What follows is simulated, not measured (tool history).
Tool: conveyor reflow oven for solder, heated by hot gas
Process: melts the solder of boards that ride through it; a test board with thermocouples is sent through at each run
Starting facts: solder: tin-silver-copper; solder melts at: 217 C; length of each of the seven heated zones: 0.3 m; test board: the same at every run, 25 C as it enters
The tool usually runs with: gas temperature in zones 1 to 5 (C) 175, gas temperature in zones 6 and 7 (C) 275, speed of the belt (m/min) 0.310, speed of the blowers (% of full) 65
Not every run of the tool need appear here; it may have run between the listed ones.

run,hour,gas temperature in zones 1 to 5 (C),gas temperature in zones 6 and 7 (C),speed of the belt (m/min),speed of the blowers (% of full),highest temperature of the board (C),time above the solder's melting point (s)
1,0.0,175,275,0.310,65,257.6,93.7
2,57.0,175,275,0.310,65,257.2,94.0
3,96.5,175,275,0.310,65,256.1,93.6
4,145.5,175,275,0.310,65,257.0,93.7
5,197.6,175,275,0.310,65,257.4,93.9
6,250.4,175,275,0.310,65,255.6,92.8
7,294.5,175,275,0.310,55,253.7,89.8
8,341.3,175,275,0.310,55,253.1,89.8
9,383.3,175,275,0.310,55,253.5,89.0
# hour 421.9: flux residue cleaned out of gas plates and filters
10,438.7,175,275,0.310,65,258.5,95.7
11,485.5,175,275,0.310,65,258.1,95.5
12,514.6,175,275,0.310,65,258.2,94.9
13,553.8,175,275,0.310,65,256.9,94.8
14,608.0,175,275,0.310,65,257.8,94.8
15,643.9,175,275,0.310,65,256.5,94.9
16,681.1,161,275,0.310,65,253.8,85.5
17,734.8,161,275,0.310,65,254.6,85.1
18,789.4,178,275,0.252,76,263.8,127.8
19,824.0,175,282,0.310,52,260.0,96.5
20,865.3,175,282,0.310,52,258.8,96.2
21,892.1,175,275,0.291,65,257.2,102.8
22,939.4,187,275,0.284,65,260.1,115.8
23,965.8,179,271,0.285,65,255.9,104.5
24,1005.6,183,275,0.310,65,256.4,99.1
25,1043.0,175,275,0.325,67,253.6,87.4
26,1087.5,175,275,0.325,67,253.8,87.3
27,1122.2,179,275,0.256,60,259.4,123.4
# hour 1172.1: flux residue cleaned out of gas plates and filters
28,1174.5,186,275,0.310,65,259.0,105.2

What will run 29 give?
29,1228.2,186,275,0.310,59,?,?

{"run 29": {"highest temperature of the board (C)": 256.4, "time above the solder's melting point (s)": 103.0}}
Were there no unlogged condition in the tool, this run, its random variation unchanged, would have produced highest temperature of the board (C) 260.4, time above the solder's melting point (s) 102.8.
